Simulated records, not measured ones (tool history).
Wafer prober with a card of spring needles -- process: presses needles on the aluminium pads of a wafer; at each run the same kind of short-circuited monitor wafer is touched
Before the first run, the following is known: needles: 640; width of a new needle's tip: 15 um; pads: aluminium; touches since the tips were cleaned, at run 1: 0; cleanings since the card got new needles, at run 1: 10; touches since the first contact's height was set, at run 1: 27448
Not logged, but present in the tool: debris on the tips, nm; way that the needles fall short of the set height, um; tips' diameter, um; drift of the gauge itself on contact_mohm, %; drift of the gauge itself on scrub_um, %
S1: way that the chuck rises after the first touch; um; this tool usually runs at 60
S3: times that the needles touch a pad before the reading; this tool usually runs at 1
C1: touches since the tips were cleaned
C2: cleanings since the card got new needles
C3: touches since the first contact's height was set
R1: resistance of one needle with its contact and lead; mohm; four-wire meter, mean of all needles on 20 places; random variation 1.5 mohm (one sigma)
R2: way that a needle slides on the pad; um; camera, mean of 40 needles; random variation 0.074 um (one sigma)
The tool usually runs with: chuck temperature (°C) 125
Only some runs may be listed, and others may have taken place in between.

{"run": 1, "hour": 0.0, "S1": 60, "chuck temperature (°C)": 125, "S3": 1, "C1": 0, "C2": 10, "C3": 27448, "R1": 141, "R2": 13.51}
{"hour": 9.5, "done": "tips cleaned on abrasive film"}
{"hour": 18.2, "done": "tips cleaned on abrasive film"}
{"run": 2, "hour": 18.2, "S1": 60, "chuck temperature (°C)": 125, "S3": 1, "C1": 0, "C2": 12, "C3": 33175, "R1": 138, "R2": 13.55}
{"hour": 27.5, "done": "tips cleaned on abrasive film"}
{"hour": 35.7, "done": "tips cleaned on abrasive film"}
{"hour": 45.0, "done": "tips cleaned on abrasive film"}
{"run": 3, "hour": 46.9, "S1": 60, "chuck temperature (°C)": 125, "S3": 1, "C1": 597, "C2": 15, "C3": 42194, "R1": 141, "R2": 13.35}
{"hour": 54.2, "done": "tips cleaned on abrasive film"}
{"run": 4, "hour": 61.4, "S1": 60, "chuck temperature (°C)": 125, "S3": 1, "C1": 2281, "C2": 16, "C3": 46754, "R1": 139, "R2": 13.49}
{"hour": 63.1, "done": "tips cleaned on abrasive film"}
{"hour": 71.5, "done": "tips cleaned on abrasive film"}
{"run": 5, "hour": 74.3, "S1": 67, "chuck temperature (°C)": 125, "S3": 1, "C1": 867, "C2": 18, "C3": 50781, "R1": 142, "R2": 15}
{"hour": 79.5, "done": "tips cleaned on abrasive film"}
{"hour": 87.5, "done": "tips cleaned on abrasive film"}
{"hour": 96.4, "done": "tips cleaned on abrasive film"}
{"run": 6, "hour": 98.7, "S1": 60, "chuck temperature (°C)": 125, "S3": 1, "C1": 740, "C2": 21, "C3": 58452, "R1": 141, "R2": 13.45}
{"hour": 104.2, "done": "tips cleaned on abrasive film"}
{"hour": 111.9, "done": "tips cleaned on abrasive film"}
{"hour": 120.3, "done": "tips cleaned on abrasive film"}
{"hour": 128.0, "done": "tips cleaned on abrasive film"}
{"run": 7, "hour": 128.0, "S1": 60, "chuck temperature (°C)": 125, "S3": 1, "C1": 0, "C2": 25, "C3": 67624, "R1": 139, "R2": 13.34}
{"hour": 137.1, "done": "tips cleaned on abrasive film"}
{"hour": 145.4, "done": "tips cleaned on abrasive film"}
{"hour": 154.4, "done": "tips cleaned on abrasive film"}
{"run": 8, "hour": 157.3, "S1": 60, "chuck temperature (°C)": 125, "S3": 1, "C1": 906, "C2": 28, "C3": 76836, "R1": 142, "R2": 13.25}
{"hour": 162.6, "done": "tips cleaned on abrasive film"}
{"hour": 170.7, "done": "tips cleaned on abrasive film"}
{"run": 9, "hour": 173.4, "S1": 60, "chuck temperature (°C)": 79, "S3": 1, "C1": 856, "C2": 30, "C3": 81886, "R1": 132, "R2": 13.21}
{"hour": 178.6, "done": "tips cleaned on abrasive film"}
{"hour": 187.3, "done": "tips cleaned on abrasive film"}
{"run": 10, "hour": 191.9, "S1": 60, "chuck temperature (°C)": 79, "S3": 1, "C1": 1460, "C2": 32, "C3": 87701, "R1": 134, "R2": 13.28}
{"hour": 195.7, "done": "tips cleaned on abrasive film"}
{"hour": 204.7, "done": "tips cleaned on abrasive film"}
{"run": 11, "hour": 205.2, "S1": 60, "chuck temperature (°C)": 79, "S3": 1, "C1": 178, "C2": 34, "C3": 91868, "R1": 135, "R2": 13.2}
{"hour": 214.1, "done": "tips cleaned on abrasive film"}
{"hour": 222.5, "done": "tips cleaned on abrasive film"}
{"hour": 230.9, "done": "tips cleaned on abrasive film"}
{"run": 12, "hour": 231.8, "S1": 44, "chuck temperature (°C)": 37, "S3": 1, "C1": 275, "C2": 37, "C3": 100205, "R1": 127, "R2": 9.77}
{"hour": 239.4, "done": "tips cleaned on abrasive film"}
{"hour": 248.1, "done": "tips cleaned on abrasive film"}
{"run": 13, "hour": 252.3, "S1": 49, "chuck temperature (°C)": 97, "S3": 2, "C1": 1349, "C2": 39, "C3": 106665, "R1": 136, "R2": 10.81}
{"hour": 256.1, "done": "tips cleaned on abrasive film"}
{"hour": 265.3, "done": "tips cleaned on abrasive film"}
{"run": 14, "hour": 270.1, "S1": 49, "chuck temperature (°C)": 97, "S3": 2, "C1": 1533, "C2": 41, "C3": 112256, "R1": 136, "R2": 10.78}
{"hour": 273.9, "done": "tips cleaned on abrasive film"}
{"hour": 282.0, "done": "tips cleaned on abrasive film"}
{"run": 15, "hour": 289.5, "S1": 49, "chuck temperature (°C)": 97, "S3": 2, "C1": 2373, "C2": 43, "C3": 118359, "R1": 139, "R2": 10.68}
{"hour": 291.5, "done": "tips cleaned on abrasive film"}
{"hour": 300.7, "done": "tips cleaned on abrasive film"}
{"hour": 309.1, "done": "tips cleaned on abrasive film"}
{"run": 16, "hour": 309.3, "S1": 49, "chuck temperature (°C)": 97, "S3": 2, "C1": 54, "C2": 46, "C3": 124542, "R1": 139, "R2": 10.88}
{"hour": 318.2, "done": "tips cleaned on abrasive film"}
{"hour": 325.8, "done": "tips cleaned on abrasive film"}
{"run": 17, "hour": 333.3, "S1": 57, "chuck temperature (°C)": 36, "S3": 1, "C1": 2371, "C2": 48, "C3": 132104, "R1": 129, "R2": 12.38}
{"hour": 335.0, "done": "tips cleaned on abrasive film"}
{"hour": 344.5, "done": "tips cleaned on abrasive film"}
{"run": 18, "hour": 346.1, "S1": 57, "chuck temperature (°C)": 36, "S3": 1, "C1": 515, "C2": 50, "C3": 136102, "R1": 128, "R2": 12.57}
{"hour": 353.0, "done": "tips cleaned on abrasive film"}
{"hour": 361.2, "done": "tips cleaned on abrasive film"}
{"hour": 366.2, "done": "gauge calibrated"}
{"hour": 369.9, "done": "tips cleaned on abrasive film"}
{"run": 19, "hour": 369.9, "S1": 78, "chuck temperature (°C)": 52, "S3": 2, "C1": 0, "C2": 53, "C3": 143588, "R1": 130, "R2": 17.38}
{"hour": 378.5, "done": "tips cleaned on abrasive film"}
{"hour": 386.4, "done": "tips cleaned on abrasive film"}
{"hour": 395.0, "done": "tips cleaned on abrasive film"}
{"run": 20, "hour": 399.5, "S1": 78, "chuck temperature (°C)": 52, "S3": 2, "C1": 1411, "C2": 56, "C3": 152878, "R1": 128, "R2": 17.47}
{"hour": 402.7, "done": "tips cleaned on abrasive film"}
{"hour": 411.0, "done": "tips cleaned on abrasive film"}
{"run": 21, "hour": 412.5, "S1": 60, "chuck temperature (°C)": 125, "S3": 2, "C1": 486, "C2": 58, "C3": 156962, "R1": 139, "R2": 13.35}
{"hour": 419.3, "done": "tips cleaned on abrasive film"}
{"hour": 427.6, "done": "tips cleaned on abrasive film"}
{"hour": 436.5, "done": "tips cleaned on abrasive film"}
{"hour": 436.8, "done": "height of the first contact set anew"}
{"run": 22, "hour": 437.9, "S1": 60, "chuck temperature (°C)": 125, "S3": 2, "C1": 358, "C2": 61, "C3": 358, "R1": 138, "R2": 13.43}

3 ways to go on from here, each from the tool as it stands after run 22. What would each give?
{"hour": 445.9, "done": "tips cleaned on abrasive film"}
{"hour": 454.8, "done": "tips cleaned on abrasive film"}
{"hour": 462.4, "done": "tips cleaned on abrasive film"}
{"run": "A", "hour": 466.7, "S1": 45, "chuck temperature (°C)": 87, "S3": 2, "C1": 1364, "C2": 64, "C3": 9391, "R1": "?", "R2": "?"}
{"hour": 445.9, "done": "tips cleaned on abrasive film"}
{"hour": 454.8, "done": "tips cleaned on abrasive film"}
{"hour": 462.4, "done": "tips cleaned on abrasive film"}
{"run": "B", "hour": 466.7, "S1": 69, "chuck temperature (°C)": 125, "S3": 2, "C1": 1364, "C2": 64, "C3": 9391, "R1": "?", "R2": "?"}
{"hour": 445.9, "done": "tips cleaned on abrasive film"}
{"hour": 454.8, "done": "tips cleaned on abrasive film"}
{"hour": 462.4, "done": "tips cleaned on abrasive film"}
{"run": "C", "hour": 466.7, "S1": 43, "chuck temperature (°C)": 37, "S3": 2, "C1": 1364, "C2": 64, "C3": 9391, "R1": "?", "R2": "?"}

run=A R1=137 R2=9.94
run=B R1=140 R2=15.28
run=C R1=129 R2=9.58
Had the tool no hidden state, the same runs would have come out as:
run=A R1=137 R2=10.02
run=B R1=139 R2=15.4
run=C R1=128 R2=9.65
